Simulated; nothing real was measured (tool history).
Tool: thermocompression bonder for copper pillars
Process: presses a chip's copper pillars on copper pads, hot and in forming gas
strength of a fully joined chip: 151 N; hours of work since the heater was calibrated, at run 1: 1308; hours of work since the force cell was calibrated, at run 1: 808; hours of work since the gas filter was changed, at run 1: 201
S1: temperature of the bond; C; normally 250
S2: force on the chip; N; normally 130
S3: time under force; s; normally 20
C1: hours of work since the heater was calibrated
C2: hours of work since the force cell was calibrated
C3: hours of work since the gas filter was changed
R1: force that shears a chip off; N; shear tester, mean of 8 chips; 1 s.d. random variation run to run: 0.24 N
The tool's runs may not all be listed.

run	hour	S1	S2	S3	C1	C2	C3	R1
1	0.0	250	130	20	1308	808	201	62.3
2	42.1	250	130	20	1335	836	228	62.8
3	116.5	230	130	20	1384	884	277	43.2
4	196.4	230	130	20	1436	937	329	42.9
5	259.6	230	130	20	1477	978	370	43.1
# hour 310.8: heater calibrated with a thermocouple chip
# hour 316.1: forming gas filter changed
6	333.8	230	130	20	15	1025	12	42.5
7	368.9	230	130	20	38	1048	35	42.6
8	407.6	232	130	20	63	1073	60	44.1
9	464.2	232	130	20	100	1110	97	44.5
10	541.0	250	130	37	150	1160	147	77.0
11	588.0	250	130	37	181	1191	178	76.9
12	625.6	250	130	20	205	1215	202	61.7
13	697.3	250	172	20	252	1262	249	79.8
14	769.3	250	172	20	299	1309	296	80.0
15	826.4	250	113	20	337	1347	333	53.4
16	879.8	250	113	20	371	1381	368	53.1
# hour 938.0: forming gas filter changed
17	943.2	250	113	20	413	1423	3	53.4
18	1009.0	250	113	20	456	1466	46	53.1
19	1081.3	250	113	20	503	1513	94	53.0
20	1150.4	250	116	20	548	1558	139	55.2
21	1197.3	250	130	28	579	1589	169	69.1
22	1273.3	250	130	37	628	1638	219	76.3
23	1354.8	250	130	37	681	1691	272	76.2
24	1406.5	277	130	20	715	1725	306	91.0
25	1456.1	268	107	41	748	1758	339	85.9
26	1535.8	229	178	16	800	1810	391	52.5
# hour 1557.2: forming gas filter changed
27	1614.5	273	130	20	851	1861	37	85.5
28	1658.3	229	130	43	879	1889	66	55.9
29	1701.9	250	95	35	908	1918	95	55.2
# hour 1770.3: gauge calibrated
30	1781.8	250	95	35	960	1970	147	57.0
# hour 1845.1: force cell calibrated
31	1853.8	250	95	35	1006	6	193	56.5
32	1904.9	249	102	35	1040	39	226	59.6
33	1945.9	249	102	35	1066	66	253	59.3
34	1985.1	249	102	35	1092	92	279	60.1
35	2028.7	250	122	11	1121	120	307	45.5
36	2103.5	250	122	11	1169	169	356	45.6
37	2161.1	256	132	11	1207	207	394	55.4
# hour 2176.4: forming gas filter changed
38	2233.8	256	132	11	1254	254	37	55.7

Consider 5 possible next runs. They are alternatives, not a sequence: every one starts from the tool as it was left by run 38. What does each give?
A	2313.8	257	143	15	1307	306	90	?
B	2313.8	230	132	21	1307	306	90	?
C	2313.8	251	108	27	1307	306	90	?
D	2313.8	250	152	28	1307	306	90	?
E	2313.8	250	130	25	1307	306	90	?

run	R1
A	68.4
B	44.5
C	58.4
D	80.5
E	67.2
Take away the tool's hidden state, keep each run's random variation, and the runs would have read:
run	R1
A	68.8
B	44.7
C	58.7
D	80.9
E	67.5

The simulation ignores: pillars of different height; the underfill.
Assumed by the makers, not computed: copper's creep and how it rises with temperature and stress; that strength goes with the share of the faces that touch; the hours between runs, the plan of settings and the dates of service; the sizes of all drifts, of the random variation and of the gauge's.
